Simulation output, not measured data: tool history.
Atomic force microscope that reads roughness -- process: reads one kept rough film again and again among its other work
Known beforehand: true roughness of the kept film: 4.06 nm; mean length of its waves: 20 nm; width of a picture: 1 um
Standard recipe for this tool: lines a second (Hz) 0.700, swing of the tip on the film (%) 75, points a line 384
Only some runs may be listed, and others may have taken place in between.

run	day	lines a second (Hz)	swing of the tip on the film (%)	points a line	roughness of the kept film (nm (root mean square))
1	0.000	0.700	75	384	2.900
2	1.150	0.700	70	384	2.674
3	2.246	0.700	75	384	2.484
# day 2.912: new tip fitted
4	3.554	0.700	64	384	2.873
5	5.621	0.700	64	384	2.490
# day 6.429: new tip fitted
6	7.354	0.700	64	384	2.827
7	8.725	2.900	75	384	2.383
# day 9.871: new tip fitted
8	10.379	0.700	75	384	2.786
9	11.258	0.700	75	384	2.642
10	12.979	0.700	75	377	2.349
# day 13.296: new tip fitted
11	14.962	0.700	75	377	2.664
12	16.275	0.700	75	377	2.460
# day 16.812: new tip fitted
13	17.912	1.088	66	377	2.806
14	19.692	3.923	77	632	2.256
# day 20.279: new tip fitted
15	20.975	0.894	63	936	2.909
16	22.896	0.889	82	384	2.485
# day 23.812: new tip fitted
17	23.892	0.832	82	993	2.934
18	24.833	0.832	82	993	2.735
19	26.833	0.832	82	993	2.404
# day 27.338: new tip fitted
20	28.008	0.832	82	993	2.795
21	29.162	0.797	83	570	2.555
# day 30.754: new tip fitted
22	31.254	0.797	83	570	2.879
23	32.912	0.797	83	570	2.559
# day 34.192: new tip fitted
24	34.217	0.797	83	570	2.999

Predict each of these 5 candidate next runs independently; none follows another, all start after run 24:
A	35.304	1.496	65	533	?
B	35.304	0.700	75	698	?
C	35.304	0.722	75	384	?
D	35.304	3.323	85	570	?
E	35.304	0.710	65	404	?

run	roughness of the kept film (nm (root mean square))
A	2.776
B	2.766
C	2.752
D	2.421
E	2.783
Without the tool's unlogged condition, the same runs would have read:
run	roughness of the kept film (nm (root mean square))
A	3.077
B	3.066
C	3.051
D	2.684
E	3.084
